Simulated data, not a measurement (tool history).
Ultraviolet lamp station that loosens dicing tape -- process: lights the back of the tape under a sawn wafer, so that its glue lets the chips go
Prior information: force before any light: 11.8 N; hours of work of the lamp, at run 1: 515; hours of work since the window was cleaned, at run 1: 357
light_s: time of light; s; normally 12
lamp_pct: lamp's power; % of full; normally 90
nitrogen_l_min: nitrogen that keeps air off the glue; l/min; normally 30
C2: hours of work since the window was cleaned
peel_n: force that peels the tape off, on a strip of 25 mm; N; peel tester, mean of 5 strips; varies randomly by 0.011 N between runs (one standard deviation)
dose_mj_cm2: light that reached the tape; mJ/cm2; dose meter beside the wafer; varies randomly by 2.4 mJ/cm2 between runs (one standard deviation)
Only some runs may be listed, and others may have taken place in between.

run 1 hour=0.0 | light_s=12 lamp_pct=90 nitrogen_l_min=30 | hours_of_work_of_the_lamp=515 C2=357 | peel_n=0.901 dose_mj_cm2=212
run 2 hour=64.7 | light_s=12 lamp_pct=90 nitrogen_l_min=30 | hours_of_work_of_the_lamp=544 C2=386 | peel_n=0.979 dose_mj_cm2=203
run 3 hour=92.2 | light_s=14 lamp_pct=90 nitrogen_l_min=30 | hours_of_work_of_the_lamp=556 C2=398 | peel_n=0.672 dose_mj_cm2=237
run 4 hour=143.3 | light_s=14 lamp_pct=90 nitrogen_l_min=30 | hours_of_work_of_the_lamp=579 C2=421 | peel_n=0.683 dose_mj_cm2=236
-- hour=178.6 window cleaned of glue's vapour
run 5 hour=198.6 | light_s=14 lamp_pct=90 nitrogen_l_min=13 | hours_of_work_of_the_lamp=603 C2=9 | peel_n=1.624 dose_mj_cm2=209
run 6 hour=251.6 | light_s=12 lamp_pct=80 nitrogen_l_min=30 | hours_of_work_of_the_lamp=627 C2=33 | peel_n=1.611 dose_mj_cm2=162
run 7 hour=289.4 | light_s=12 lamp_pct=90 nitrogen_l_min=30 | hours_of_work_of_the_lamp=644 C2=50 | peel_n=1.309 dose_mj_cm2=180
run 8 hour=340.4 | light_s=12 lamp_pct=90 nitrogen_l_min=30 | hours_of_work_of_the_lamp=667 C2=72 | peel_n=1.345 dose_mj_cm2=171
run 9 hour=397.6 | light_s=12 lamp_pct=90 nitrogen_l_min=30 | hours_of_work_of_the_lamp=693 C2=98 | peel_n=1.431 dose_mj_cm2=169
-- hour=406.6 window cleaned of glue's vapour, once more
run 10 hour=445.5 | light_s=12 lamp_pct=70 nitrogen_l_min=30 | hours_of_work_of_the_lamp=714 C2=17 | peel_n=1.333 dose_mj_cm2=177
run 11 hour=496.8 | light_s=12 lamp_pct=70 nitrogen_l_min=30 | hours_of_work_of_the_lamp=737 C2=40 | peel_n=1.402 dose_mj_cm2=174
run 12 hour=557.2 | light_s=12 lamp_pct=70 nitrogen_l_min=11 | hours_of_work_of_the_lamp=764 C2=67 | peel_n=2.629 dose_mj_cm2=172
run 13 hour=607.1 | light_s=12 lamp_pct=70 nitrogen_l_min=11 | hours_of_work_of_the_lamp=786 C2=90 | peel_n=2.623 dose_mj_cm2=167
run 14 hour=646.4 | light_s=7 lamp_pct=89 nitrogen_l_min=29 | hours_of_work_of_the_lamp=804 C2=107 | peel_n=2.503 dose_mj_cm2=126
run 15 hour=692.0 | light_s=7 lamp_pct=89 nitrogen_l_min=29 | hours_of_work_of_the_lamp=824 C2=128 | peel_n=2.632 dose_mj_cm2=121
run 16 hour=726.8 | light_s=7 lamp_pct=93 nitrogen_l_min=24 | hours_of_work_of_the_lamp=840 C2=143 | peel_n=2.686 dose_mj_cm2=127
run 17 hour=764.4 | light_s=12 lamp_pct=100 nitrogen_l_min=23 | hours_of_work_of_the_lamp=857 C2=160 | peel_n=0.846 dose_mj_cm2=233
run 18 hour=809.9 | light_s=15 lamp_pct=66 nitrogen_l_min=23 | hours_of_work_of_the_lamp=877 C2=181 | peel_n=1.396 dose_mj_cm2=191
run 19 hour=874.6 | light_s=15 lamp_pct=66 nitrogen_l_min=31 | hours_of_work_of_the_lamp=906 C2=210 | peel_n=1.158 dose_mj_cm2=187
run 20 hour=915.8 | light_s=10 lamp_pct=62 nitrogen_l_min=38 | hours_of_work_of_the_lamp=924 C2=228 | peel_n=2.503 dose_mj_cm2=113
run 21 hour=967.3 | light_s=11 lamp_pct=62 nitrogen_l_min=22 | hours_of_work_of_the_lamp=947 C2=251 | peel_n=2.930 dose_mj_cm2=123
run 22 hour=1018.0 | light_s=16 lamp_pct=89 nitrogen_l_min=17 | hours_of_work_of_the_lamp=970 C2=274 | peel_n=0.905 dose_mj_cm2=254

Describe how what the log doesn't record of the tool's condition differs between the last listed run preceding each entry between runs and the first listed run following it.
After run 4, before run 5: window cleaned of glue's vapour (hour 178.6)
  lamp's light, % of a new lamp's: 88 -> 87.5; light that the window lets through, % of a clean one's: 84.5 -> 77.9
  measured less the result without the state, peel_n: +0.375 -> +0.929 N; dose_mj_cm2: -81 -> -99 mJ/cm2
After run 9, before run 10: window cleaned of glue's vapour, once more (hour 406.6)
  lamp's light, % of a new lamp's: 85.7 -> 85.3; light that the window lets through, % of a clean one's: 74.7 -> 99.3
  measured less the result without the state, peel_n: +0.940 -> +0.410 N; dose_mj_cm2: -97 -> -32 mJ/cm2
